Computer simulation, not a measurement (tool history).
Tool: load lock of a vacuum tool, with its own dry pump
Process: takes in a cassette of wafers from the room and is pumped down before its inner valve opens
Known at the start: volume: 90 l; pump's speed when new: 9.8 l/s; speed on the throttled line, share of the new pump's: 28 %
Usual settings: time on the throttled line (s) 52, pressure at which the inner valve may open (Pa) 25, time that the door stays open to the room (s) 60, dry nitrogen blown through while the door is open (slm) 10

run,hour,time on the throttled line (s),pressure at which the inner valve may open (Pa),time that the door stays open to the room (s),dry nitrogen blown through while the door is open (slm),"incoming humidity of the room's air, %",time from the closed door until the inner valve may open (s),rise of the pressure with all valves shut (Pa/min)
1,0,52,25,60,10,46.5,113.5,0.04
2,333.3,71,25,60,10,44.9,127.7,0.047
3,580.6,90,25,60,10,47.6,141.4,0.046
4,908.5,90,25,60,10,45.3,140.6,0.044
5,1222,90,25,60,10,46.8,142.6,0.054
6,1362.1,90,25,60,10,41.6,141,0.048
7,1682.9,90,25,72,10,44.8,139.9,0.048
8,2015.4,52,25,60,10,43.4,113.8,0.043
9,2339.9,52,25,60,10,45.1,112.8,0.048
10,2636.5,52,44,60,10,45.8,108.9,0.039
11,2938.2,52,44,60,10,44,107.5,0.043
12,3158.4,52,25,60,9,44.8,113.3,0.05
13,3496.3,52,25,60,9,44,114.3,0.04
14,3793.3,52,25,60,9,46.2,113.7,0.049
15,4088.4,52,25,60,9,42.8,113.1,0.045
16,4372.7,52,25,60,9,44,112.8,0.047
17,4665.3,52,25,60,9,46.4,114.4,0.049
18,4843.7,34,25,60,9,44.8,101,0.046
19,4998.4,34,25,60,9,46.2,100.6,0.043
20,5340.6,52,25,39,5,42.6,114.9,0.037
21,5601.3,52,25,39,5,39.1,115.6,0.033
22,5854.9,52,25,39,5,44.3,113.7,0.04
23,6116,42,25,49,8,41.7,107.7,0.035
24,6432,63,25,60,8,45.1,120.7,0.039
25,6580.6,63,25,60,8,46.4,122.1,0.045
26,6853.8,29,25,50,38,45,97.1,0.023
27,7170.3,43,21,58,35,44.7,108.6,0.028
28,7374.4,28,19,36,10,46,99.7,0.031
29,7564.6,28,19,36,10,43.9,100.3,0.032
30,7833,52,25,40,4,45.4,113.4,0.041
31,8126.4,79,33,40,21,44.2,129.8,0.028
32,8380.8,103,25,234,10,47.2,150,0.104
33,8542.8,52,25,121,10,45.9,114.4,0.07
34,8855.7,52,25,121,10,43.1,114.3,0.06
35,9127.8,52,18,121,14,44.6,118.1,0.059
36,9435.4,52,33,207,14,47,110.7,0.09
37,9761.3,62,25,60,10,46.8,122,0.047

Taken out of this log: 1 entry between the listed runs. Where each belongs, and how the hidden state differs across it:
Between runs 12 and 13: door's seal changed, seat wiped (hour 3182.7)
  leak at the door's seal, Pa l/s: 0.0054 -> 0.002
  measured less the result without the state, rise of the pressure with all valves shut (Pa/min): +0.002 -> +0
